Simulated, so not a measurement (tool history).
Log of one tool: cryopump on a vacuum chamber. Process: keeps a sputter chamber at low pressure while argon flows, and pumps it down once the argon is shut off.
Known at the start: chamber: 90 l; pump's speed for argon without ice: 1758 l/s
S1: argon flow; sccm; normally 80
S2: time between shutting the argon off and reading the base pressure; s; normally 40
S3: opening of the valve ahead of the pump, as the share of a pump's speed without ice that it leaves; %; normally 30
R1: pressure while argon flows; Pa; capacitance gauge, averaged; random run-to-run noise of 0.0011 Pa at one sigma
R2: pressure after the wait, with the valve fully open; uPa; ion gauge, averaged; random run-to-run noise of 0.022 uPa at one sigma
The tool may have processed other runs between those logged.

run	hour	S1	S2	S3	R1	R2
1	0	80	40	30	0.26	1.77
2	19.4	80	40	30	0.261	1.78
3	33.2	80	258	30	0.2614	1.41
4	50.9	80	258	30	0.2617	1.46
5	59.7	80	21	30	0.2595	2.25
6	71.2	80	21	30	0.2605	2.28
7	83.3	80	40	32	0.2444	1.89
8	103.8	80	40	32	0.247	1.87
9	124	32	101	19	0.1653	1.62
10	141.2	32	101	19	0.1647	1.64
11	155.1	135	76	19	0.6944	1.77
12	164.7	80	40	29	0.2741	2.05
13	183.4	36	67	26	0.1382	1.8
14	193.4	55	124	54	0.1054	1.72
15	207.4	34	35	54	0.064	2.22

Each row is a separate what-if for the run after 15, all from the same tool condition, not one after another. Results?
A	218.2	37	24	42	?	?
B	218.2	34	35	21	?	?
C	218.2	80	40	16	?	?
D	218.2	37	28	17	?	?

run	R1	R2
A	0.089	2.44
B	0.1596	2.16
C	0.4895	2.08
D	0.2142	2.38
The same runs, with their run-to-run variation unchanged, on a tool lacking any hidden condition would have given:
run	R1	R2
A	0.0845	0.98
B	0.1555	0.71
C	0.4798	0.62
D	0.2097	0.87
